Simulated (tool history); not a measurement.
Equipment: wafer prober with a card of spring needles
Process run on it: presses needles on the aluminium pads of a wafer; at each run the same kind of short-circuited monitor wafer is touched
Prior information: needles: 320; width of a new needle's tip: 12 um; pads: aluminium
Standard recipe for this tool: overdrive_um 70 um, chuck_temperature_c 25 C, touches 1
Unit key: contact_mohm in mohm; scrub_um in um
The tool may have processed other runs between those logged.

run   hour  overdrive_um  chuck_temperature_c  touches  contact_mohm  scrub_um
  1    0.0            70                   25        1           163     10.42
       4.8  -- tips cleaned on abrasive film
      16.5  -- tips cleaned on abrasive film
      28.2  -- tips cleaned on abrasive film
      37.6  -- tips cleaned on abrasive film
      47.6  -- tips cleaned on abrasive film
  2   47.6            70                   25        1           162     10.41
      57.0  -- tips cleaned on abrasive film
      68.8  -- tips cleaned on abrasive film
      78.2  -- tips cleaned on abrasive film
  3   86.7            66                   25        1           163      9.85
      89.2  -- tips cleaned on abrasive film
     100.9  -- tips cleaned on abrasive film
     110.3  -- tips cleaned on abrasive film
     122.0  -- tips cleaned on abrasive film
     133.8  -- tips cleaned on abrasive film
     136.4  -- height of the first contact set anew
  4  141.7            66                   25        1           162      9.84
     144.1  -- tips cleaned on abrasive film
     153.5  -- tips cleaned on abrasive film
     165.2  -- tips cleaned on abrasive film
     174.7  -- tips cleaned on abrasive film
     186.4  -- tips cleaned on abrasive film
  5  189.3            66                   25        1           160      9.85
     196.4  -- tips cleaned on abrasive film
     208.1  -- tips cleaned on abrasive film
  6  216.8            66                   25        1           160      9.81
     219.3  -- tips cleaned on abrasive film
     228.7  -- tips cleaned on abrasive film
     240.4  -- tips cleaned on abrasive film
     251.0  -- tips cleaned on abrasive film
  7  251.0            66                   25        1           159      9.82
     260.5  -- tips cleaned on abrasive film
     272.2  -- tips cleaned on abrasive film
     283.9  -- tips cleaned on abrasive film
  8  292.7            66                   25        1           161      9.85
     295.1  -- tips cleaned on abrasive film
     304.5  -- tips cleaned on abrasive film
     316.2  -- tips cleaned on abrasive film
     326.0  -- tips cleaned on abrasive film
  9  326.0            84                   25        1           161     12.52
     335.4  -- tips cleaned on abrasive film
     347.1  -- tips cleaned on abrasive film
     358.9  -- tips cleaned on abrasive film
 10  365.4            70                   68        1           167     10.47
     370.2  -- tips cleaned on abrasive film
     379.6  -- tips cleaned on abrasive film
     391.3  -- tips cleaned on abrasive film
     391.6  -- height of the first contact set anew
 11  394.3            70                   25        2           158     10.47
     401.3  -- tips cleaned on abrasive film
     413.1  -- tips cleaned on abrasive film
 12  418.7            70                   25        2           160     10.46
     423.5  -- tips cleaned on abrasive film
     435.2  -- tips cleaned on abrasive film
     445.2  -- tips cleaned on abrasive film
 13  445.2            70                   25        3           159     10.46
     456.9  -- tips cleaned on abrasive film
     468.7  -- tips cleaned on abrasive film
     478.1  -- tips cleaned on abrasive film
 14  483.3            70                   25        3           160     10.46
     488.0  -- tips cleaned on abrasive film
     499.8  -- tips cleaned on abrasive film
     511.5  -- tips cleaned on abrasive film
     523.2  -- tips cleaned on abrasive film
     535.0  -- tips cleaned on abrasive film
 15  539.0            70                   25        3           159     10.48
     546.1  -- tips cleaned on abrasive film
     557.8  -- tips cleaned on abrasive film
     569.5  -- tips cleaned on abrasive film
 16  578.1            70                  110        1           178     10.46
     580.5  -- tips cleaned on abrasive film
     589.9  -- tips cleaned on abrasive film
     601.7  -- tips cleaned on abrasive film
     611.1  -- tips cleaned on abrasive film
 17  618.0            70                   26        1           162     10.47
     622.8  -- tips cleaned on abrasive film
     634.5  -- tips cleaned on abrasive film
     646.3  -- tips cleaned on abrasive film
     646.6  -- height of the first contact set anew
     658.3  -- tips cleaned on abrasive film
 18  664.9            70                   26        1           158     10.46
     669.7  -- tips cleaned on abrasive film
     681.4  -- tips cleaned on abrasive film
     691.5  -- tips cleaned on abrasive film
 19  691.5            70                   32        2           163     10.46
     700.9  -- tips cleaned on abrasive film
     712.7  -- tips cleaned on abrasive film
     724.4  -- tips cleaned on abrasive film
     736.1  -- tips cleaned on abrasive film
 20  741.1            87                   42        2           164     13.02
     745.8  -- tips cleaned on abrasive film
     757.6  -- tips cleaned on abrasive film
     769.3  -- tips cleaned on abrasive film
     778.7  -- tips cleaned on abrasive film
 21  783.4            87                   42        2           161     13.03
     790.5  -- tips cleaned on abrasive film
     802.2  -- tips cleaned on abrasive film
     811.6  -- tips cleaned on abrasive film
 22  812.5            70                   25        2           159     10.50
     821.9  -- tips cleaned on abrasive film
     831.3  -- tips cleaned on abrasive film
     843.1  -- tips cleaned on abrasive film
 23  850.2            70                   25        2           162     10.48
     852.6  -- tips cleaned on abrasive film
     862.0  -- tips cleaned on abrasive film
     873.7  -- tips cleaned on abrasive film
     885.5  -- tips cleaned on abrasive film
 24  892.6            70                   25        2           157     10.47
     895.0  -- tips cleaned on abrasive film
     902.3  -- height of the first contact set anew
     907.0  -- tips cleaned on abrasive film
     918.8  -- tips cleaned on abrasive film
     928.2  -- tips cleaned on abrasive film
 25  932.5            63                   59        2           167      9.45
     939.6  -- tips cleaned on abrasive film
     949.0  -- tips cleaned on abrasive film
     960.7  -- tips cleaned on abrasive film
 26  962.2            82                   46        1           160     12.29

Predict each of these 4 candidate next runs independently; none follows another, all start after run 26:
      971.6  -- tips cleaned on abrasive film
      983.3  -- tips cleaned on abrasive film
      992.7  -- tips cleaned on abrasive film
     1004.4  -- tips cleaned on abrasive film
  A  1005.7            69                   46        1             ?         ?
      971.6  -- tips cleaned on abrasive film
      983.3  -- tips cleaned on abrasive film
      992.7  -- tips cleaned on abrasive film
     1004.4  -- tips cleaned on abrasive film
  B  1005.7            70                   36        1             ?         ?
      971.6  -- tips cleaned on abrasive film
      983.3  -- tips cleaned on abrasive film
      992.7  -- tips cleaned on abrasive film
     1004.4  -- tips cleaned on abrasive film
  C  1005.7            82                   44        2             ?         ?
      971.6  -- tips cleaned on abrasive film
      983.3  -- tips cleaned on abrasive film
      992.7  -- tips cleaned on abrasive film
     1004.4  -- tips cleaned on abrasive film
  D  1005.7            51                   30        3             ?         ?

run  contact_mohm  scrub_um
  A           164     10.38
  B           163     10.50
  C           163     12.31
  D           165      7.68
Take away the tool's hidden state, keep each run's random variation, and the runs would have read:
run  contact_mohm  scrub_um
  A           163     10.28
  B           163     10.40
  C           163     12.19
  D           165      7.60
